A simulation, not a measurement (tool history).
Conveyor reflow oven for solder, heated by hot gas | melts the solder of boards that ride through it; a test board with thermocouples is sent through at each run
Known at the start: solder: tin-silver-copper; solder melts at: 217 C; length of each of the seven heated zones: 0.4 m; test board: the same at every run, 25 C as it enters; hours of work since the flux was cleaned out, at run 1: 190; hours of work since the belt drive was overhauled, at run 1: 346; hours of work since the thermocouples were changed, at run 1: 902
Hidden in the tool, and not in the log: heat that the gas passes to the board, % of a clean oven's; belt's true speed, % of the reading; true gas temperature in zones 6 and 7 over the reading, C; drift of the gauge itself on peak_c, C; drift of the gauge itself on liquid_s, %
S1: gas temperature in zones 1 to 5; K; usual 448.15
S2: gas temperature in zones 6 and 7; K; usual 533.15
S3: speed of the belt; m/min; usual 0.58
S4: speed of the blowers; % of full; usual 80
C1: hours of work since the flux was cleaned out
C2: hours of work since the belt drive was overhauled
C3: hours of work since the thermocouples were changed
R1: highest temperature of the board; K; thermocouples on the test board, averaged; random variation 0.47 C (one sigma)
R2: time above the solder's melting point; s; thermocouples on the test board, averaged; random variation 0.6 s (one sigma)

Run 1, hour 0: usual settings; C1 190; C2 346; C3 902. Result: R1 513.45 K, R2 51.9 s.
Run 2, hour 8.8: usual settings; C1 197; C2 353; C3 909. Result: R1 513.85 K, R2 50.5 s.
Run 3, hour 20.7: usual settings but S4 76 % of full; C1 206; C2 363; C3 918. Result: R1 513.55 K, R2 50.3 s.
Run 4, hour 26.5: usual settings but S4 76 % of full; C1 211; C2 367; C3 923. Result: R1 512.95 K, R2 49.3 s.
Run 5, hour 33.2: usual settings but S4 76 % of full; C1 216; C2 373; C3 928. Result: R1 512.95 K, R2 50.2 s.
Run 6, hour 40.3: usual settings but S4 76 % of full; C1 222; C2 378; C3 934. Result: R1 512.55 K, R2 49.3 s.
Run 7, hour 45.3: usual settings but S4 76 % of full; C1 226; C2 382; C3 937. Result: R1 512.95 K, R2 49.5 s.
Run 8, hour 55.2: usual settings but S4 76 % of full; C1 234; C2 390; C3 945. Result: R1 513.35 K, R2 49 s.
Run 9, hour 65.2: usual settings; C1 242; C2 398; C3 953. Result: R1 513.35 K, R2 49.9 s.
Run 10, hour 72.1: usual settings but S3 0.587 m/min; C1 247; C2 403; C3 959. Result: R1 513.15 K, R2 49.7 s.
At hour 77.9: flux residue cleaned out of gas plates and filters.
Run 11, hour 82.5: usual settings but S3 0.587 m/min; C1 4; C2 408; C3 963. Result: R1 511.85 K, R2 47.9 s.
Run 12, hour 88.6: usual settings but S1 459.15 K, S3 0.583 m/min; C1 9; C2 413; C3 968. Result: R1 515.75 K, R2 55.9 s.
Run 13, hour 94.5: usual settings but S1 456.15 K, S2 523.15 K, S3 0.588 m/min, S4 70 % of full; C1 13; C2 417; C3 972. Result: R1 503.55 K, R2 38.1 s.
Run 14, hour 102.3: usual settings but S4 54 % of full; C1 19; C2 423; C3 979. Result: R1 505.35 K, R2 35.4 s.
Run 15, hour 112: usual settings but S4 54 % of full; C1 27; C2 431; C3 986. Result: R1 505.25 K, R2 35.7 s.
Run 16, hour 117.9: usual settings but S2 537.15 K, S3 0.622 m/min; C1 32; C2 436; C3 991. Result: R1 513.45 K, R2 46.6 s.
At hour 125.8: flux residue cleaned out of gas plates and filters, once more.
Run 17, hour 134.5: usual settings but S2 537.15 K, S3 0.479 m/min; C1 7; C2 445; C3 1000. Result: R1 524.25 K, R2 75.8 s.
Run 18, hour 142.3: usual settings but S1 458.15 K, S2 545.15 K, S3 0.687 m/min, S4 69 % of full; C1 13; C2 451; C3 1006. Result: R1 519.35 K, R2 48.6 s.
Run 19, hour 152.4: usual settings but S1 439.15 K, S2 543.15 K, S3 0.687 m/min, S4 69 % of full; C1 21; C2 459; C3 1014. Result: R1 512.55 K, R2 35.6 s.
Run 20, hour 160.8: usual settings but S2 526.15 K, S4 82 % of full; C1 28; C2 466; C3 1021. Result: R1 509.95 K, R2 46.9 s.

4 ways to go on from here, each from the tool as it stands after run 20. What would each give?
Run A, hour 171.7: usual settings but S3 0.624 m/min; C1 36; C2 474; C3 1030. Result: R1 ?, R2 ?.
Run B, hour 171.7: usual settings but S1 459.15 K, S2 526.15 K, S3 0.538 m/min, S4 56 % of full; C1 36; C2 474; C3 1030. Result: R1 ?, R2 ?.
Run C, hour 171.7: usual settings but S2 526.15 K, S3 0.53 m/min, S4 51 % of full; C1 36; C2 474; C3 1030. Result: R1 ?, R2 ?.
Run D, hour 171.7: usual settings but S3 0.491 m/min; C1 36; C2 474; C3 1030. Result: R1 ?, R2 ?.

run      R1    R2
  A  513.05  46.3
  B  507.75  50.9
  C  504.05  39.4
  D  518.25  69.5
Without the tool's hidden state the same runs would have given:
run      R1    R2
  A  516.35  49.7
  B  510.75  55.3
  C  507.05  44.7
  D  521.65  72.6
